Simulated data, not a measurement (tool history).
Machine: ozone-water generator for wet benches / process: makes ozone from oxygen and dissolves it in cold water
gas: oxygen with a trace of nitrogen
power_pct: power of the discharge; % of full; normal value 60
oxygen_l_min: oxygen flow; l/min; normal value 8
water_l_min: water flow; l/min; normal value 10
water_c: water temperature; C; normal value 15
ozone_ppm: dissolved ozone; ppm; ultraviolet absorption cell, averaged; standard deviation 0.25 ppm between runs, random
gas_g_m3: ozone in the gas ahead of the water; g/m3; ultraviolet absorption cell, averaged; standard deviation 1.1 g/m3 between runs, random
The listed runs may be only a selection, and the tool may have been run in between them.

run,hour,power_pct,oxygen_l_min,water_l_min,water_c,ozone_ppm,gas_g_m3
1,0,60,8,10,15,37.7,203.6
2,60.3,60,8,10,15,37.7,205.9
3,129.1,60,8,10,15,37.2,203.1
4,209.5,60,8,10,15,38.1,203.2
5,291.4,60,8,10,15,37.9,203.4
6,403.9,60,8,10,15,37.8,202.4
7,459.4,88,8,10,15,52.4,282.3
# hour 505.3: contactor cleaned
8,524.3,88,8,10,15,52.6,285.8
9,581.7,60,8,10,15,37.6,204.6
10,703.2,60,8,10,15,37.4,204
11,805.7,60,8,10,15,38,203.6
12,904.5,60,8,10,15,38,204.7
13,974.6,60,8,10,15,37.7,204.7
14,1038.1,60,8,10,15,37.4,203.7
15,1131.8,60,8,10,15,38,203.7
16,1242.8,60,7.21,10,15,38.4,212.3
17,1317.7,99,8.72,13,13,51.8,301.2
18,1391.7,60,8.5,10,8,43.9,202.1
19,1476.2,60,8.5,10,8,43.8,198.6
20,1530.3,60,8.5,10,8,44,200.6
21,1583.4,60,8.5,10,8,44.4,198.8
22,1663.9,60,4.91,13,19,30.8,249.4
23,1725.4,47,8,7,15,36,165.2
24,1778.6,47,8,7,15,35.9,164.6
25,1865.7,47,4.95,7,14,38.8,200.4
26,1982.1,47,4.95,7,14,38.9,200.9
27,2054.5,60,7.12,8,15,42.5,213.2
28,2119.8,60,7.12,7,17,43.2,212.3
29,2213.1,60,6.84,10,15,38.1,218

Alternative continuations, all from the tool just after run 29; predict every row:
A,2329.1,60,6.84,10,14,?,?
B,2329.1,60,9.96,14,7,?,?
C,2329.1,60,8,12,15,?,?
D,2329.1,98,8.27,10,11,?,?

run,ozone_ppm,gas_g_m3
A,39.4,216.7
B,36.3,188
C,34.4,201.7
D,61.9,307.9
Stripped of hidden state, with their random variation kept, the same runs would have yielded:
run,ozone_ppm,gas_g_m3
A,39.5,216.9
B,36.4,188.2
C,34.4,201.9
D,62,308.3

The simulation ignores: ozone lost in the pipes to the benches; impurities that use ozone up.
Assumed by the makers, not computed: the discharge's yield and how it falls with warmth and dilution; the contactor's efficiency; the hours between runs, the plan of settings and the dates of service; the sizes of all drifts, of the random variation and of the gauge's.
